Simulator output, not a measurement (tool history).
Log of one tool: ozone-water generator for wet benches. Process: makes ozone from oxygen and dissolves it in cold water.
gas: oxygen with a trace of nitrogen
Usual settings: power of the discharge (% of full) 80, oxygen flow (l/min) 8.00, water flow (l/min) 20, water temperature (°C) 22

| run | hour | power of the discharge (% of full) | oxygen flow (l/min) | water flow (l/min) | water temperature (°C) | dissolved ozone (ppm) | ozone in the gas ahead of the water (g/m3) |
|---|---|---|---|---|---|---|---|
| 1 | 0.0 | 80 | 8.00 | 20 | 22 | 23.9 | 173.4 |
|  | 64.4 | water thermometer calibrated |
| 2 | 127.9 | 98 | 8.00 | 20 | 22 | 27.8 | 202.2 |
| 3 | 269.4 | 80 | 8.00 | 20 | 17 | 26.0 | 173.1 |
| 4 | 399.1 | 80 | 8.00 | 20 | 22 | 23.3 | 172.0 |
| 5 | 493.7 | 80 | 8.00 | 20 | 16 | 26.4 | 172.8 |
| 6 | 660.4 | 80 | 8.00 | 20 | 16 | 25.8 | 168.9 |
| 7 | 862.6 | 80 | 8.00 | 20 | 16 | 25.6 | 167.5 |
| 8 | 1015.5 | 80 | 4.53 | 19 | 30 | 22.0 | 230.5 |
| 9 | 1211.3 | 61 | 8.00 | 18 | 17 | 21.8 | 134.9 |
| 10 | 1382.3 | 43 | 5.31 | 18 | 17 | 17.0 | 130.3 |
| 11 | 1592.3 | 43 | 5.31 | 18 | 17 | 17.2 | 129.7 |
| 12 | 1723.9 | 70 | 8.71 | 29 | 22 | 15.9 | 142.4 |
| 13 | 1826.1 | 80 | 10.34 | 20 | 17 | 23.8 | 143.7 |
| 14 | 2004.6 | 62 | 10.34 | 19 | 18 | 19.7 | 117.5 |

Consider 5 possible next runs. They are alternatives, not a sequence: every one starts from the tool as it was left by run 14. What does each give?
| A | 2128.1 | 80 | 4.45 | 12 | 22 | ? | ? |
| B | 2128.1 | 66 | 13.22 | 20 | 22 | ? | ? |
| C | 2128.1 | 98 | 10.34 | 15 | 18 | ? | ? |
| D | 2128.1 | 41 | 8.00 | 20 | 22 | ? | ? |
| E | 2128.1 | 81 | 10.34 | 19 | 18 | ? | ? |

| run | dissolved ozone (ppm) | ozone in the gas ahead of the water (g/m3) |
|---|---|---|
| A | 32.4 | 228.3 |
| B | 17.5 | 107.9 |
| C | 30.8 | 164.1 |
| D | 13.4 | 97.6 |
| E | 24.2 | 142.0 |
Take away the tool's hidden state, keep each run's random variation, and the runs would have read:
| run | dissolved ozone (ppm) | ozone in the gas ahead of the water (g/m3) |
|---|---|---|
| A | 41.0 | 280.1 |
| B | 21.8 | 128.4 |
| C | 40.5 | 207.9 |
| D | 15.5 | 108.2 |
| E | 31.0 | 174.8 |
